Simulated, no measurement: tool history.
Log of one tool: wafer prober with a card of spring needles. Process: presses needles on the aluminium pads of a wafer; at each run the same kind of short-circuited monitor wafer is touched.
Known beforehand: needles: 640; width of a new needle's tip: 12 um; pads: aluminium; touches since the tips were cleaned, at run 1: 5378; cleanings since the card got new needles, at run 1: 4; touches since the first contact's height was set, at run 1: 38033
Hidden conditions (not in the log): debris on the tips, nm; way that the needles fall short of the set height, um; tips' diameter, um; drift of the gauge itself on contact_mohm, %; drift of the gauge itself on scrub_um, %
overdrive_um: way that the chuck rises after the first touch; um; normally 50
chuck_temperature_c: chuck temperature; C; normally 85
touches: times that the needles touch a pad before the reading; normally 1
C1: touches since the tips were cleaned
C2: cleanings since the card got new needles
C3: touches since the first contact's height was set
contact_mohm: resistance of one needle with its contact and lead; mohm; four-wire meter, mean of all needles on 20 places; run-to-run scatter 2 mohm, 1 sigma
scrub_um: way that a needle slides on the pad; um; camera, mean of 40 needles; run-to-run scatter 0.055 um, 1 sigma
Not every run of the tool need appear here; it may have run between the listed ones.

run 1 hour=0 | overdrive_um=50 chuck_temperature_c=85 touches=1 | C1=5378 C2=4 C3=38033 | contact_mohm=356 scrub_um=9.53
run 2 hour=4.6 | overdrive_um=33 chuck_temperature_c=85 touches=1 | C1=6234 C2=4 C3=38889 | contact_mohm=549 scrub_um=6.25
-- hour=9.6 tips cleaned on abrasive film
run 3 hour=12.2 | overdrive_um=33 chuck_temperature_c=85 touches=1 | C1=479 C2=5 C3=40278 | contact_mohm=309 scrub_um=6.2
run 4 hour=17.7 | overdrive_um=33 chuck_temperature_c=85 touches=1 | C1=1503 C2=5 C3=41302 | contact_mohm=397 scrub_um=6.19
run 5 hour=26.2 | overdrive_um=33 chuck_temperature_c=85 touches=1 | C1=3081 C2=5 C3=42880 | contact_mohm=483 scrub_um=6.21
run 6 hour=31.8 | overdrive_um=50 chuck_temperature_c=85 touches=1 | C1=4120 C2=5 C3=43919 | contact_mohm=347 scrub_um=9.47
run 7 hour=37.8 | overdrive_um=59 chuck_temperature_c=36 touches=1 | C1=5234 C2=5 C3=45033 | contact_mohm=315 scrub_um=11.16
run 8 hour=44.9 | overdrive_um=54 chuck_temperature_c=44 touches=1 | C1=6548 C2=5 C3=46347 | contact_mohm=355 scrub_um=10.23
-- hour=47.8 tips cleaned on abrasive film
run 9 hour=54.7 | overdrive_um=37 chuck_temperature_c=79 touches=1 | C1=1281 C2=6 C3=48145 | contact_mohm=343 scrub_um=7.03
run 10 hour=63 | overdrive_um=57 chuck_temperature_c=106 touches=3 | C1=2823 C2=6 C3=49687 | contact_mohm=249 scrub_um=10.81
run 11 hour=74.4 | overdrive_um=57 chuck_temperature_c=106 touches=3 | C1=4941 C2=6 C3=51805 | contact_mohm=264 scrub_um=10.86

Branching from run 11: 3 alternative next runs. What would each branch give?
run A hour=80 | overdrive_um=36 chuck_temperature_c=83 touches=2 | C1=5977 C2=6 C3=52841 | contact_mohm=? scrub_um=?
run B hour=80 | overdrive_um=59 chuck_temperature_c=45 touches=2 | C1=5977 C2=6 C3=52841 | contact_mohm=? scrub_um=?
run C hour=80 | overdrive_um=47 chuck_temperature_c=106 touches=3 | C1=5977 C2=6 C3=52841 | contact_mohm=? scrub_um=?

run=A contact_mohm=398 scrub_um=6.86
run=B contact_mohm=276 scrub_um=11.18
run=C contact_mohm=289 scrub_um=8.8
Take away the tool's hidden state, keep each run's random variation, and the runs would have read:
run=A contact_mohm=229 scrub_um=6.99
run=B contact_mohm=204 scrub_um=11.31
run=C contact_mohm=228 scrub_um=8.93

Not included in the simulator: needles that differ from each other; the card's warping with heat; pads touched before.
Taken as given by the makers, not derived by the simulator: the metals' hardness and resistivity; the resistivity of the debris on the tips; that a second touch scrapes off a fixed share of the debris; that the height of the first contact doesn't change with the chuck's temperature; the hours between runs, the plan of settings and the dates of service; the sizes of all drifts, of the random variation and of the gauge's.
